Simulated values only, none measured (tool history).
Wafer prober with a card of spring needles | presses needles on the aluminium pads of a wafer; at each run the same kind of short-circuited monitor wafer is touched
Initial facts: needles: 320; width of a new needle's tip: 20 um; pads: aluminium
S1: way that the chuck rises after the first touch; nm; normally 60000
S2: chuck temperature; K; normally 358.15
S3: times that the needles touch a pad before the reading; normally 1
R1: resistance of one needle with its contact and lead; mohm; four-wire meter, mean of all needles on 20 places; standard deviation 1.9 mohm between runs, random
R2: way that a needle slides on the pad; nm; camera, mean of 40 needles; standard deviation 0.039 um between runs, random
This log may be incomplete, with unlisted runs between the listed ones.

| run | day | S1 | S2 | S3 | R1 | R2 |
|---|---|---|---|---|---|---|
| 1 | 0.000 | 60000 | 358.15 | 1 | 209 | 15130 |
|  | 0.621 | tips cleaned on abrasive film |
|  | 1.242 | tips cleaned on abrasive film |
|  | 1.742 | tips cleaned on abrasive film |
|  | 2.362 | tips cleaned on abrasive film |
|  | 2.900 | tips cleaned on abrasive film |
| 2 | 2.900 | 60000 | 358.15 | 2 | 204 | 15080 |
|  | 3.521 | tips cleaned on abrasive film |
|  | 4.142 | tips cleaned on abrasive film |
|  | 4.638 | tips cleaned on abrasive film |
|  | 5.258 | tips cleaned on abrasive film |
|  | 5.779 | tips cleaned on abrasive film |
| 3 | 5.779 | 60000 | 358.15 | 2 | 209 | 15060 |
|  | 6.400 | tips cleaned on abrasive film |
|  | 7.021 | tips cleaned on abrasive film |
|  | 7.642 | tips cleaned on abrasive film |
|  | 8.142 | tips cleaned on abrasive film |
| 4 | 8.575 | 60000 | 358.15 | 2 | 212 | 15060 |
|  | 8.704 | tips cleaned on abrasive film |
|  | 9.325 | tips cleaned on abrasive film |
|  | 9.946 | tips cleaned on abrasive film |
|  | 10.567 | tips cleaned on abrasive film |
|  | 11.188 | tips cleaned on abrasive film |
| 5 | 11.242 | 60000 | 358.15 | 2 | 208 | 15050 |
|  | 11.738 | tips cleaned on abrasive film |
|  | 12.238 | tips cleaned on abrasive film |
|  | 12.858 | tips cleaned on abrasive film |
|  | 13.479 | tips cleaned on abrasive film |
|  | 13.979 | tips cleaned on abrasive film |
|  | 14.600 | tips cleaned on abrasive film |
|  | 15.221 | tips cleaned on abrasive film |
| 6 | 15.229 | 60000 | 353.15 | 1 | 205 | 15010 |
|  | 15.729 | tips cleaned on abrasive film |
|  | 16.225 | tips cleaned on abrasive film |
|  | 16.725 | tips cleaned on abrasive film |
|  | 16.858 | height of the first contact set anew |
|  | 17.233 | tips cleaned on abrasive film |
|  | 17.854 | tips cleaned on abrasive film |
| 7 | 18.054 | 60000 | 361.15 | 1 | 206 | 15060 |
|  | 18.429 | tips cleaned on abrasive film |
|  | 19.050 | tips cleaned on abrasive film |
|  | 19.671 | tips cleaned on abrasive film |
|  | 20.292 | tips cleaned on abrasive film |
|  | 20.792 | tips cleaned on abrasive film |
| 8 | 20.842 | 60000 | 358.15 | 1 | 205 | 15100 |
|  | 21.342 | tips cleaned on abrasive film |
|  | 21.838 | tips cleaned on abrasive film |
|  | 22.458 | tips cleaned on abrasive film |
| 9 | 22.946 | 60000 | 358.15 | 1 | 205 | 14970 |
|  | 23.071 | tips cleaned on abrasive film |
|  | 23.692 | tips cleaned on abrasive film |
|  | 24.192 | tips cleaned on abrasive film |
|  | 24.812 | tips cleaned on abrasive film |
|  | 25.308 | tips cleaned on abrasive film |
| 10 | 25.342 | 60000 | 358.15 | 1 | 210 | 15030 |
|  | 25.838 | tips cleaned on abrasive film |
|  | 26.458 | tips cleaned on abrasive film |
|  | 27.079 | tips cleaned on abrasive film |
|  | 27.579 | tips cleaned on abrasive film |
|  | 28.075 | tips cleaned on abrasive film |
| 11 | 28.117 | 60000 | 358.15 | 3 | 210 | 14940 |

Run 12 has not been measured yet. What should we expect?
|  | 28.617 | tips cleaned on abrasive film |
|  | 29.238 | tips cleaned on abrasive film |
|  | 29.738 | card fitted with new needles |
|  | 30.358 | tips cleaned on abrasive film |
|  | 30.979 | tips cleaned on abrasive film |
| 12 | 31.433 | 67000 | 358.15 | 1 | ? | ? |

{"run 12": {"R1": 208, "R2": 16740}}
With no hidden state in the tool, this same run would have given R1 208 mohm, R2 16890 nm.

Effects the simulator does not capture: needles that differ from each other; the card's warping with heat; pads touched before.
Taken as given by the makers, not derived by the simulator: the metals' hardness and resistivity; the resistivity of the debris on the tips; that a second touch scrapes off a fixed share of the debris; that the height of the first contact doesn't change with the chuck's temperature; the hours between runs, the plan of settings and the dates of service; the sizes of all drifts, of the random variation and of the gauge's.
